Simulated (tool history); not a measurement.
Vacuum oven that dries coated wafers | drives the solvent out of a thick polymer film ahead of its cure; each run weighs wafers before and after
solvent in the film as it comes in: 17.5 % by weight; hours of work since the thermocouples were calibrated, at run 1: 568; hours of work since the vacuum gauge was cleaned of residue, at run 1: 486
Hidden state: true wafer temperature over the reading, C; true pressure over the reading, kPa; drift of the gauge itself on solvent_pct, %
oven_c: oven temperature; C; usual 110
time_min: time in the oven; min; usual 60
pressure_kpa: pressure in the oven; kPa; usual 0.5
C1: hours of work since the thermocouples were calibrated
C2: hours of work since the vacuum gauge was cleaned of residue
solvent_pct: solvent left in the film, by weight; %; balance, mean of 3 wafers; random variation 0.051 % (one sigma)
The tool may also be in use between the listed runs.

run 1 hour=0 | oven_c=110 time_min=60 pressure_kpa=0.5 | C1=568 C2=486 | solvent_pct=1.14
run 2 hour=17.3 | oven_c=110 time_min=60 pressure_kpa=0.5 | C1=582 C2=499 | solvent_pct=1.07
run 3 hour=49.4 | oven_c=110 time_min=60 pressure_kpa=0.5 | C1=607 C2=524 | solvent_pct=1.05
run 4 hour=75.7 | oven_c=110 time_min=50 pressure_kpa=0.5 | C1=628 C2=545 | solvent_pct=1.57
run 5 hour=105.3 | oven_c=110 time_min=50 pressure_kpa=0.5 | C1=651 C2=568 | solvent_pct=1.57
run 6 hour=129 | oven_c=106 time_min=60 pressure_kpa=0.5 | C1=669 C2=587 | solvent_pct=1.65
run 7 hour=147 | oven_c=106 time_min=60 pressure_kpa=0.5 | C1=684 C2=601 | solvent_pct=1.73
run 8 hour=172.3 | oven_c=106 time_min=60 pressure_kpa=0.5 | C1=703 C2=621 | solvent_pct=1.73
run 9 hour=206 | oven_c=106 time_min=60 pressure_kpa=0.5 | C1=730 C2=647 | solvent_pct=1.68
run 10 hour=227.9 | oven_c=124 time_min=60 pressure_kpa=0.5 | C1=747 C2=664 | solvent_pct=0.15
run 11 hour=260.1 | oven_c=124 time_min=51 pressure_kpa=0.5 | C1=772 C2=690 | solvent_pct=0.31
run 12 hour=290.4 | oven_c=124 time_min=51 pressure_kpa=0.5 | C1=796 C2=713 | solvent_pct=0.34
run 13 hour=319.8 | oven_c=124 time_min=51 pressure_kpa=0.5 | C1=819 C2=737 | solvent_pct=0.25
run 14 hour=346.9 | oven_c=108 time_min=60 pressure_kpa=1.209 | C1=840 C2=758 | solvent_pct=1.63
run 15 hour=381.6 | oven_c=109 time_min=60 pressure_kpa=0.5 | C1=868 C2=785 | solvent_pct=1.33
run 16 hour=400.5 | oven_c=109 time_min=60 pressure_kpa=0.5 | C1=882 C2=800 | solvent_pct=1.34
run 17 hour=425.3 | oven_c=98 time_min=90 pressure_kpa=0.447 | C1=902 C2=819 | solvent_pct=2.01
run 18 hour=460.3 | oven_c=98 time_min=90 pressure_kpa=0.447 | C1=929 C2=847 | solvent_pct=1.8
run 19 hour=485.3 | oven_c=98 time_min=90 pressure_kpa=0.447 | C1=949 C2=866 | solvent_pct=1.9
run 20 hour=515 | oven_c=98 time_min=90 pressure_kpa=0.447 | C1=972 C2=890 | solvent_pct=1.87
run 21 hour=546.2 | oven_c=98 time_min=90 pressure_kpa=0.447 | C1=997 C2=914 | solvent_pct=2
run 22 hour=564.6 | oven_c=98 time_min=90 pressure_kpa=0.447 | C1=1011 C2=929 | solvent_pct=1.97
run 23 hour=597.3 | oven_c=106 time_min=43 pressure_kpa=0.5 | C1=1037 C2=954 | solvent_pct=3.26
run 24 hour=627.2 | oven_c=106 time_min=43 pressure_kpa=0.5 | C1=1060 C2=978 | solvent_pct=3.3
run 25 hour=655.4 | oven_c=106 time_min=43 pressure_kpa=0.5 | C1=1082 C2=1000 | solvent_pct=3.28

Forecast each of these 4 alternatives for the next run:
run A hour=684.2 | oven_c=110 time_min=60 pressure_kpa=0.252 | C1=1105 C2=1023 | solvent_pct=?
run B hour=684.2 | oven_c=109 time_min=47 pressure_kpa=0.325 | C1=1105 C2=1023 | solvent_pct=?
run C hour=684.2 | oven_c=106 time_min=51 pressure_kpa=0.561 | C1=1105 C2=1023 | solvent_pct=?
run D hour=684.2 | oven_c=125 time_min=43 pressure_kpa=0.312 | C1=1105 C2=1023 | solvent_pct=?

run=A solvent_pct=1.27
run=B solvent_pct=2.13
run=C solvent_pct=2.63
run=D solvent_pct=0.36
Without the tool's hidden state the same runs would have given:
run=A solvent_pct=0.91
run=B solvent_pct=1.67
run=C solvent_pct=2.11
run=D solvent_pct=0.19

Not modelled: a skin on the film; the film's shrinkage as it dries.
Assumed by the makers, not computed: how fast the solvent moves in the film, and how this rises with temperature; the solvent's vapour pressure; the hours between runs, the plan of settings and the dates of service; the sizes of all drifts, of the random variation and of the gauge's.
